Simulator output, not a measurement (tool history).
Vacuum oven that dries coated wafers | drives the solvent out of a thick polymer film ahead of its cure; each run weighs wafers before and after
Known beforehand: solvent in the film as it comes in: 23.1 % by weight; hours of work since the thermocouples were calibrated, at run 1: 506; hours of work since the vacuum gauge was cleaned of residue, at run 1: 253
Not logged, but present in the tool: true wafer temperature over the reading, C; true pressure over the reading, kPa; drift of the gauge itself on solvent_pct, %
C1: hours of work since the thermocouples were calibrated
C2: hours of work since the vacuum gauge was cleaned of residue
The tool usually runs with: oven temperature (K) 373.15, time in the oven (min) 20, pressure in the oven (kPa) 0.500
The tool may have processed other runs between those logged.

Run 1, hour 0.0: usual settings; C1 506; C2 253. Result: solvent left in the film (%) 0.92.
Run 2, hour 15.7: usual settings; C1 514; C2 261. Result: solvent left in the film (%) 1.00.
Run 3, hour 40.5: usual settings; C1 526; C2 273. Result: solvent left in the film (%) 1.00.
Run 4, hour 59.3: usual settings but time in the oven (min) 16; C1 535; C2 282. Result: solvent left in the film (%) 1.69.
Run 5, hour 77.2: usual settings but time in the oven (min) 16; C1 544; C2 291. Result: solvent left in the film (%) 1.67.
Run 6, hour 97.1: usual settings but time in the oven (min) 16; C1 553; C2 300. Result: solvent left in the film (%) 1.77.
Run 7, hour 121.6: usual settings; C1 565; C2 312. Result: solvent left in the film (%) 1.01.
Run 8, hour 139.6: usual settings; C1 574; C2 321. Result: solvent left in the film (%) 1.03.
Run 9, hour 162.4: usual settings; C1 585; C2 332. Result: solvent left in the film (%) 0.98.
Run 10, hour 183.5: usual settings; C1 596; C2 343. Result: solvent left in the film (%) 1.05.
Run 11, hour 205.9: usual settings; C1 607; C2 354. Result: solvent left in the film (%) 1.00.
Run 12, hour 225.2: usual settings; C1 616; C2 363. Result: solvent left in the film (%) 0.96.
Run 13, hour 254.8: usual settings; C1 631; C2 378. Result: solvent left in the film (%) 1.01.
Run 14, hour 281.4: usual settings but pressure in the oven (kPa) 1.578; C1 644; C2 391. Result: solvent left in the film (%) 1.53.
Run 15, hour 303.9: usual settings but pressure in the oven (kPa) 1.578; C1 655; C2 402. Result: solvent left in the film (%) 1.38.
Run 16, hour 319.6: usual settings but pressure in the oven (kPa) 1.578; C1 662; C2 409. Result: solvent left in the film (%) 1.48.
Run 17, hour 340.8: usual settings but pressure in the oven (kPa) 1.578; C1 673; C2 420. Result: solvent left in the film (%) 1.49.
Run 18, hour 357.9: usual settings but pressure in the oven (kPa) 1.578; C1 681; C2 428. Result: solvent left in the film (%) 1.46.
Run 19, hour 374.6: usual settings but pressure in the oven (kPa) 1.578; C1 689; C2 436. Result: solvent left in the film (%) 1.41.
Run 20, hour 389.1: usual settings but pressure in the oven (kPa) 1.578; C1 696; C2 443. Result: solvent left in the film (%) 1.47.
Run 21, hour 406.6: usual settings but pressure in the oven (kPa) 1.578; C1 705; C2 452. Result: solvent left in the film (%) 1.44.
Run 22, hour 426.0: usual settings but oven temperature (K) 386.15, time in the oven (min) 10, pressure in the oven (kPa) 0.667; C1 714; C2 461. Result: solvent left in the film (%) 0.81.
Run 23, hour 458.6: usual settings but oven temperature (K) 386.15, time in the oven (min) 10, pressure in the oven (kPa) 0.667; C1 730; C2 477. Result: solvent left in the film (%) 0.80.
Run 24, hour 481.4: usual settings but oven temperature (K) 386.15, time in the oven (min) 10, pressure in the oven (kPa) 0.667; C1 741; C2 489. Result: solvent left in the film (%) 0.80.
Run 25, hour 498.0: usual settings; C1 749; C2 497. Result: solvent left in the film (%) 1.03.
Run 26, hour 529.6: usual settings but oven temperature (K) 377.15, time in the oven (min) 35, pressure in the oven (kPa) 1.597; C1 765; C2 512. Result: solvent left in the film (%) 0.65.
Run 27, hour 561.8: usual settings but pressure in the oven (kPa) 0.899; C1 781; C2 528. Result: solvent left in the film (%) 1.10.
Run 28, hour 583.6: usual settings but time in the oven (min) 13; C1 791; C2 539. Result: solvent left in the film (%) 2.47.
Run 29, hour 607.3: usual settings but oven temperature (K) 387.15, time in the oven (min) 29, pressure in the oven (kPa) 1.623; C1 803; C2 550. Result: solvent left in the film (%) 0.53.
Run 30, hour 625.5: usual settings but oven temperature (K) 387.15, time in the oven (min) 29, pressure in the oven (kPa) 1.623; C1 812; C2 559. Result: solvent left in the film (%) 0.43.
Run 31, hour 653.8: usual settings but oven temperature (K) 380.15, time in the oven (min) 29, pressure in the oven (kPa) 0.553; C1 826; C2 573. Result: solvent left in the film (%) 0.22.
Run 32, hour 683.2: usual settings but oven temperature (K) 372.15, time in the oven (min) 29, pressure in the oven (kPa) 0.400; C1 840; C2 587. Result: solvent left in the film (%) 0.46.
Run 33, hour 706.7: usual settings but time in the oven (min) 15; C1 852; C2 599. Result: solvent left in the film (%) 1.89.
Run 34, hour 728.5: usual settings but oven temperature (K) 368.15, time in the oven (min) 11; C1 862; C2 609. Result: solvent left in the film (%) 5.30.
Run 35, hour 751.4: usual settings but oven temperature (K) 368.15, time in the oven (min) 11; C1 874; C2 621. Result: solvent left in the film (%) 5.22.
Run 36, hour 773.6: usual settings but time in the oven (min) 14; C1 884; C2 632. Result: solvent left in the film (%) 2.24.
Run 37, hour 803.5: usual settings but oven temperature (K) 384.15, time in the oven (min) 14, pressure in the oven (kPa) 0.554; C1 899; C2 646. Result: solvent left in the film (%) 0.52.

3 ways to go on from here, each from the tool as it stands after run 37. What would each give?
Run A, hour 825.7: usual settings but pressure in the oven (kPa) 0.340; C1 910; C2 657. Result: solvent left in the film (%) ?.
Run B, hour 825.7: usual settings but oven temperature (K) 358.15, time in the oven (min) 25, pressure in the oven (kPa) 0.480; C1 910; C2 657. Result: solvent left in the film (%) ?.
Run C, hour 825.7: usual settings but oven temperature (K) 364.15, time in the oven (min) 29, pressure in the oven (kPa) 1.490; C1 910; C2 657. Result: solvent left in the film (%) ?.

run  solvent left in the film (%)
  A                          0.96
  B                          4.17
  C                          2.26
Stripped of hidden state, with their random variation kept, the same runs would have yielded:
run  solvent left in the film (%)
  A                          0.95
  B                          4.16
  C                          2.25

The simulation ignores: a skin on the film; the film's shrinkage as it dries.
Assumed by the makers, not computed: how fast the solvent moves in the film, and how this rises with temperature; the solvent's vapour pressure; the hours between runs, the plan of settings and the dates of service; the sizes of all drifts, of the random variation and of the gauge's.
